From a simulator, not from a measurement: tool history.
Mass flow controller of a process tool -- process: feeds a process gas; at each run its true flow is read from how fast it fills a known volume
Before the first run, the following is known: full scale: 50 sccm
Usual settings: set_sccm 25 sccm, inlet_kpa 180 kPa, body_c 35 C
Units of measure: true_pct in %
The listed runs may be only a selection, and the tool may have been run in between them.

| run | hour | set_sccm | inlet_kpa | body_c | true_pct |
|---|---|---|---|---|---|
| 1 | 0.0 | 25 | 180 | 35 | 97.72 |
| 2 | 431.6 | 9 | 180 | 35 | 96.84 |
| 3 | 780.9 | 9 | 180 | 35 | 96.75 |
|  | 1176.1 | controller exchanged for a calibrated one |
| 4 | 1299.8 | 9 | 180 | 35 | 96.86 |
| 5 | 1565.3 | 25 | 266 | 35 | 97.93 |
| 6 | 2091.4 | 25 | 180 | 35 | 97.53 |
| 7 | 2597.9 | 25 | 194 | 35 | 97.51 |
| 8 | 3010.2 | 25 | 194 | 35 | 97.52 |
| 9 | 3348.9 | 25 | 180 | 35 | 97.43 |
| 10 | 3882.0 | 25 | 180 | 35 | 97.46 |
| 11 | 4198.3 | 25 | 244 | 35 | 97.52 |
| 12 | 4626.9 | 25 | 244 | 35 | 97.52 |
| 13 | 4926.7 | 25 | 244 | 35 | 97.42 |
| 14 | 5463.3 | 25 | 179 | 35 | 97.23 |
| 15 | 5937.8 | 13 | 154 | 25 | 97.31 |
| 16 | 6394.4 | 14 | 144 | 30 | 97.00 |
| 17 | 6704.3 | 10 | 183 | 38 | 96.10 |
| 18 | 7071.5 | 10 | 183 | 38 | 96.33 |
|  | 7331.0 | controller's zero set anew |
| 19 | 7434.5 | 22 | 180 | 22 | 98.03 |
| 20 | 7849.7 | 45 | 180 | 29 | 98.61 |
| 21 | 8284.9 | 25 | 206 | 35 | 97.01 |
| 22 | 8545.3 | 25 | 206 | 35 | 97.06 |
| 23 | 8848.3 | 25 | 165 | 29 | 97.40 |
|  | 8962.0 | gauge calibrated |
| 24 | 9344.0 | 20 | 165 | 30 | 97.82 |

Predict each of these 5 candidate next runs independently; none follows another, all start after run 24:
| A | 9848.6 | 25 | 180 | 36 | ? |
| B | 9848.6 | 11 | 165 | 30 | ? |
| C | 9848.6 | 25 | 192 | 38 | ? |
| D | 9848.6 | 43 | 165 | 25 | ? |
| E | 9848.6 | 32 | 261 | 35 | ? |

| run | true_pct |
|---|---|
| A | 97.66 |
| B | 97.39 |
| C | 97.46 |
| D | 99.47 |
| E | 98.24 |
Had the tool no hidden state, the same runs would have come out as:
| run | true_pct |
|---|---|
| A | 97.75 |
| B | 97.47 |
| C | 97.55 |
| D | 99.56 |
| E | 98.33 |

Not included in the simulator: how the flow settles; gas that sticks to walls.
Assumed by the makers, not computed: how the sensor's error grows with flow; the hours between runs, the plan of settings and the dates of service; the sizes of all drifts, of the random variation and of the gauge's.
